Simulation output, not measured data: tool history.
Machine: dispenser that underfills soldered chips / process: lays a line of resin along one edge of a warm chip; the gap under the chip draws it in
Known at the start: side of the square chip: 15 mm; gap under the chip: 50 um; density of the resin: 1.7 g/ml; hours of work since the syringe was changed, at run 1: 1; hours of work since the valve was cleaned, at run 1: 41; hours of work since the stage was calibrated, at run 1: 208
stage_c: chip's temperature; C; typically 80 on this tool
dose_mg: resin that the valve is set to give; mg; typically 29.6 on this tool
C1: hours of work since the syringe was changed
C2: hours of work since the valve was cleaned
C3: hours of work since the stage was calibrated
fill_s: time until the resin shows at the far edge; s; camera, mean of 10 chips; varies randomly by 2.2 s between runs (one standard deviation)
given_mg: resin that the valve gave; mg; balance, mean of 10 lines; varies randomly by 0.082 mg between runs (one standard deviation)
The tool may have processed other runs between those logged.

run 1 hour=0.0 | stage_c=80 dose_mg=29.6 | C1=1 C2=41 C3=208 | fill_s=214.3 given_mg=28.98
-- hour=1.9 dispensing valve cleaned and set on the balance
-- hour=7.7 new syringe of resin
run 2 hour=11.1 | stage_c=80 dose_mg=29.6 | C1=3 C2=7 C3=216 | fill_s=219.8 given_mg=29.43
-- hour=15.5 new syringe of resin
run 3 hour=16.0 | stage_c=80 dose_mg=29.6 | C1=0 C2=10 C3=219 | fill_s=209.4 given_mg=29.48
-- hour=23.3 new syringe of resin
run 4 hour=26.3 | stage_c=80 dose_mg=29.6 | C1=2 C2=18 C3=227 | fill_s=219.6 given_mg=29.24
-- hour=31.3 new syringe of resin
run 5 hour=36.2 | stage_c=80 dose_mg=29.6 | C1=4 C2=26 C3=234 | fill_s=233.1 given_mg=29.05
-- hour=39.4 new syringe of resin
run 6 hour=41.2 | stage_c=80 dose_mg=29.6 | C1=1 C2=29 C3=238 | fill_s=214.5 given_mg=29.00
-- hour=47.7 new syringe of resin
run 7 hour=47.8 | stage_c=80 dose_mg=29.6 | C1=0 C2=34 C3=243 | fill_s=201.6 given_mg=29.09
-- hour=56.1 new syringe of resin
run 8 hour=57.5 | stage_c=80 dose_mg=29.6 | C1=1 C2=41 C3=250 | fill_s=210.4 given_mg=28.87
-- hour=59.3 dispensing valve cleaned and set on the balance
run 9 hour=64.0 | stage_c=67 dose_mg=29.6 | C1=5 C2=4 C3=254 | fill_s=368.5 given_mg=29.36
-- hour=65.3 new syringe of resin
-- hour=73.0 new syringe of resin
run 10 hour=73.0 | stage_c=67 dose_mg=29.6 | C1=0 C2=10 C3=261 | fill_s=314.5 given_mg=29.37
-- hour=80.8 new syringe of resin
run 11 hour=81.6 | stage_c=67 dose_mg=29.6 | C1=1 C2=17 C3=267 | fill_s=327.6 given_mg=29.37
-- hour=88.6 new syringe of resin
run 12 hour=92.1 | stage_c=93 dose_mg=29.6 | C1=3 C2=24 C3=275 | fill_s=139.6 given_mg=29.19
-- hour=96.5 new syringe of resin
run 13 hour=103.4 | stage_c=94 dose_mg=29.6 | C1=5 C2=33 C3=284 | fill_s=154.2 given_mg=29.04
-- hour=104.8 new syringe of resin
-- hour=112.8 new syringe of resin
run 14 hour=114.9 | stage_c=78 dose_mg=29.6 | C1=2 C2=41 C3=292 | fill_s=227.5 given_mg=28.84
-- hour=116.4 dispensing valve cleaned and set on the balance
-- hour=121.9 new syringe of resin
run 15 hour=123.6 | stage_c=80 dose_mg=29.6 | C1=1 C2=5 C3=298 | fill_s=215.1 given_mg=29.50
-- hour=130.1 new syringe of resin
run 16 hour=130.1 | stage_c=70 dose_mg=29.6 | C1=0 C2=10 C3=303 | fill_s=278.2 given_mg=29.39

Run 17 is up next; what results do you expect?
run 17 hour=136.0 | stage_c=80 dose_mg=27.5 | C1=5 C2=15 C3=307 | fill_s=? given_mg=?

Run 17 yielded fill_s 236.4 s, given_mg 27.08 mg.
Minus the tool's unlogged condition, the same run would have read fill_s 223.3 s, given_mg 27.35 mg.
